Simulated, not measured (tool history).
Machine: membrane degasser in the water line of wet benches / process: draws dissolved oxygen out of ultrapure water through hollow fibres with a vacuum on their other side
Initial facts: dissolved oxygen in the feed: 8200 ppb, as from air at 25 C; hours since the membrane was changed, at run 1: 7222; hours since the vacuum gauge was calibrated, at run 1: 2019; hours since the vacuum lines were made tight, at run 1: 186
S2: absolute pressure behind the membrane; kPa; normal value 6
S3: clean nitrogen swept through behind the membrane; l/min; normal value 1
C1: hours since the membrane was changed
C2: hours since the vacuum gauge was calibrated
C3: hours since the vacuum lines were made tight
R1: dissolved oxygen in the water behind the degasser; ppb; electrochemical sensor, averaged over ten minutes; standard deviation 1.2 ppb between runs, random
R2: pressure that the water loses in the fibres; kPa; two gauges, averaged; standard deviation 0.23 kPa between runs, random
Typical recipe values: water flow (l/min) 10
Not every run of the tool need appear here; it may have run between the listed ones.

Run 1, hour 0: usual settings; C1 7222; C2 2019; C3 186. Result: R1 118.2 ppb, R2 59.47 kPa.
Run 2, hour 130.9: usual settings but water flow (l/min) 6; C1 7352; C2 2150; C3 317. Result: R1 54.2 ppb, R2 35.26 kPa.
Run 3, hour 286.8: usual settings but water flow (l/min) 6; C1 7508; C2 2306; C3 473. Result: R1 54.1 ppb, R2 35.32 kPa.
Run 4, hour 466.8: usual settings but S2 7.66 kPa; C1 7688; C2 2486; C3 653. Result: R1 155 ppb, R2 59.52 kPa.
Run 5, hour 696.2: usual settings but S3 1.76 l/min; C1 7918; C2 2715; C3 882. Result: R1 90.3 ppb, R2 58.89 kPa.
Run 6, hour 913.6: usual settings but S3 1.76 l/min; C1 8135; C2 2933; C3 1100. Result: R1 89.4 ppb, R2 59.44 kPa.
Run 7, hour 1179.1: usual settings but S3 1.76 l/min; C1 8401; C2 3198; C3 1365. Result: R1 89.6 ppb, R2 59.83 kPa.
Run 8, hour 1377.5: usual settings but S2 4.97 kPa; C1 8599; C2 3396; C3 1564. Result: R1 94.7 ppb, R2 59.13 kPa.
Run 9, hour 1546.2: usual settings but S2 4.97 kPa; C1 8768; C2 3565; C3 1732. Result: R1 93.3 ppb, R2 59.36 kPa.
At hour 1727.2: vacuum gauge calibrated.
Run 10, hour 1799.9: usual settings; C1 9021; C2 73; C3 1986. Result: R1 118.2 ppb, R2 59.83 kPa.
Run 11, hour 1935.5: usual settings; C1 9157; C2 208; C3 2121. Result: R1 114.8 ppb, R2 60.27 kPa.
Run 12, hour 2151.9: usual settings; C1 9373; C2 425; C3 2337. Result: R1 117.9 ppb, R2 60.1 kPa.
Run 13, hour 2383.1: usual settings; C1 9604; C2 656; C3 2569. Result: R1 117.3 ppb, R2 60.04 kPa.
Run 14, hour 2550.5: usual settings; C1 9772; C2 823; C3 2736. Result: R1 119.2 ppb, R2 60.57 kPa.
Run 15, hour 2723.6: usual settings; C1 9945; C2 996; C3 2909. Result: R1 118.6 ppb, R2 60.2 kPa.

Run 16 comes next. What will it give?
Run 16, hour 2907.3: usual settings; C1 10128; C2 1180; C3 3093. Result: R1 ?, R2 ?.

{"run 16": {"R1": 116.3, "R2": 60.53}}
Minus the tool's unlogged condition, the same run would have read R1 116.2 ppb, R2 59.33 kPa.

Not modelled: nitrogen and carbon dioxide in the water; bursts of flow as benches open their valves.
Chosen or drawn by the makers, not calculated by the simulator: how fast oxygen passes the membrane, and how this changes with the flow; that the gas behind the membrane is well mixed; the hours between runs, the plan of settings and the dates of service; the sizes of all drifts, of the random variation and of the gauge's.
